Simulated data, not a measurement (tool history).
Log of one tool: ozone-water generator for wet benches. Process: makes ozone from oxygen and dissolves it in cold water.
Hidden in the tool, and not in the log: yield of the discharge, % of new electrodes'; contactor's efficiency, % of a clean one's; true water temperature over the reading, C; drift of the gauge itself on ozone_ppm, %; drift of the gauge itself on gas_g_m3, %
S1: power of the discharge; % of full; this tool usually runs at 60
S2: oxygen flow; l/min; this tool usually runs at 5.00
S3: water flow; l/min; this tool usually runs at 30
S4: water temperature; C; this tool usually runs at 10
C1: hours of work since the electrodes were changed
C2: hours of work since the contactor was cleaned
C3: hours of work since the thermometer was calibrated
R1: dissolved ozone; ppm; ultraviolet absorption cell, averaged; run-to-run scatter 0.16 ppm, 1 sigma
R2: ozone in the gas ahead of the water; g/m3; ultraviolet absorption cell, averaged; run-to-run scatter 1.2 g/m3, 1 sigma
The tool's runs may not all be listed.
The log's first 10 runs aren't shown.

run	hour	S1	S2	S3	S4	C1	C2	C3	R1	R2
11	312.5	60	5.00	30	10	914	322	4384	20.4	224.2
12	330.5	60	5.00	30	10	925	334	4395	20.2	224.2
13	348.9	60	5.00	30	8	936	345	4406	20.5	223.6
14	389.1	60	5.00	30	8	961	370	4431	20.7	225.2
15	425.3	60	5.00	30	8	984	393	4454	20.7	224.4
16	466.1	60	5.00	30	10	1009	418	4479	19.9	225.6
17	506.3	60	5.00	30	10	1034	443	4504	20.2	224.5
18	527.1	69	6.06	20	6	1047	456	4518	33.2	219.4
19	545.6	69	2.79	24	15	1059	468	4529	24.2	352.5
20	587.2	44	3.96	37	6	1085	494	4555	13.1	210.6
21	607.5	44	3.96	37	6	1098	506	4568	13.2	210.5
22	630.4	96	5.00	21	12	1112	521	4582	37.0	306.5
23	650.9	43	5.43	42	13	1125	533	4595	11.2	171.6
24	690.9	64	6.79	28	12	1150	558	4620	22.4	194.5
25	723.6	42	6.11	21	6	1170	579	4640	23.2	155.3
26	765.2	42	6.11	21	6	1196	605	4666	23.1	157.8
27	807.3	42	6.11	21	6	1222	631	4692	23.1	155.0
28	847.9	40	5.39	23	6	1248	656	4718	20.7	163.0
29	886.7	72	4.06	26	7	1272	681	4742	26.1	286.7
30	929.4	56	2.81	35	10	1298	707	4768	14.9	305.7
31	969.2	60	2.96	21	9	1323	732	4793	26.9	308.8
32	995.3	60	5.00	31	7	1339	748	4810	20.1	223.3
33	1028.1	60	4.53	30	10	1360	769	4830	19.9	238.4
34	1071.2	62	3.05	30	16	1387	796	4857	18.2	310.4

What if the next run were any one of these 3? Each begins from the tool's condition after run 34:
A	1113.2	40	3.05	30	6	1413	822	4883	?	?
B	1113.2	60	7.24	40	10	1413	822	4883	?	?
C	1113.2	60	4.95	30	10	1413	822	4883	?	?

run	R1	R2
A	14.8	230.9
B	15.8	177.9
C	20.2	225.8
Without the tool's unlogged condition, the same runs would have read:
run	R1	R2
A	14.8	231.0
B	15.8	178.0
C	20.3	225.9
